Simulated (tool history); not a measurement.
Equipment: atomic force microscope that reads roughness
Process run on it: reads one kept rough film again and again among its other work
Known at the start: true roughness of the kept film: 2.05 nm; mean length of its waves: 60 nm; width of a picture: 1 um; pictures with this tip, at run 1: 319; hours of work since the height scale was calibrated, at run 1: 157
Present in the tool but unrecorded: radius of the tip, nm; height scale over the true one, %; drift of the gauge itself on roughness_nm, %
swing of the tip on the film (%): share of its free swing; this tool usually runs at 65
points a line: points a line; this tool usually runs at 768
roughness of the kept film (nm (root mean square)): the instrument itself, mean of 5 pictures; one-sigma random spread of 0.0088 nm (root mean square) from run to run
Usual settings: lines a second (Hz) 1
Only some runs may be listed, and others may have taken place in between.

run,hour,lines a second (Hz),swing of the tip on the film (%),points a line,pictures with this tip,hours of work since the height scale was calibrated,roughness of the kept film (nm (root mean square))
1,0,1,65,768,319,157,1.822
2,5.4,1,65,768,331,160,1.833
# hour 11.9: new tip fitted
3,16.2,2.5,65,768,9,168,1.903
4,22.7,1,65,456,25,173,1.947
5,33.5,1,65,456,50,180,1.942
6,43.4,1,65,790,73,187,1.929
7,50.3,1,65,360,89,192,1.921
8,59.4,1,65,768,110,199,1.907
9,66.7,1,65,768,127,204,1.903
10,76.2,1,71,768,149,211,1.887
11,85.2,1,65,768,170,218,1.89
12,95.3,1,65,768,194,225,1.884
13,101.5,1,65,768,208,229,1.879
14,109.7,1,65,768,228,235,1.863
15,122.3,1,65,768,257,244,1.862
16,133.8,2.89,65,471,284,253,1.771
17,139.8,2.61,70,321,298,257,1.761
18,147.3,2.61,71,321,315,262,1.735
19,155,1.52,65,321,333,268,1.803
# hour 161.5: new tip fitted
20,165.4,1.52,65,321,9,275,1.956
21,171.1,1.52,65,321,22,279,1.918
22,182.9,3.52,56,313,50,287,1.909
23,190.1,1,83,413,67,293,1.885
24,201.5,1,83,413,93,301,1.861
25,213.2,1,83,413,120,309,1.872
26,222.3,0.7,70,751,142,316,1.903

Difference, measured minus no-hidden-state, one row per run. Run-to-run variation is common to both terms; the gauge's own scatter need not be:
run,roughness of the kept film (nm (root mean square))
1,-0.136
2,-0.14
3,-0.01
4,-0.017
5,-0.026
6,-0.037
7,-0.042
8,-0.053
9,-0.059
10,-0.068
11,-0.077
12,-0.086
13,-0.092
14,-0.1
15,-0.112
16,-0.118
17,-0.122
18,-0.127
19,-0.138
20,-0.007
21,-0.013
22,-0.025
23,-0.033
24,-0.043
25,-0.054
26,-0.064

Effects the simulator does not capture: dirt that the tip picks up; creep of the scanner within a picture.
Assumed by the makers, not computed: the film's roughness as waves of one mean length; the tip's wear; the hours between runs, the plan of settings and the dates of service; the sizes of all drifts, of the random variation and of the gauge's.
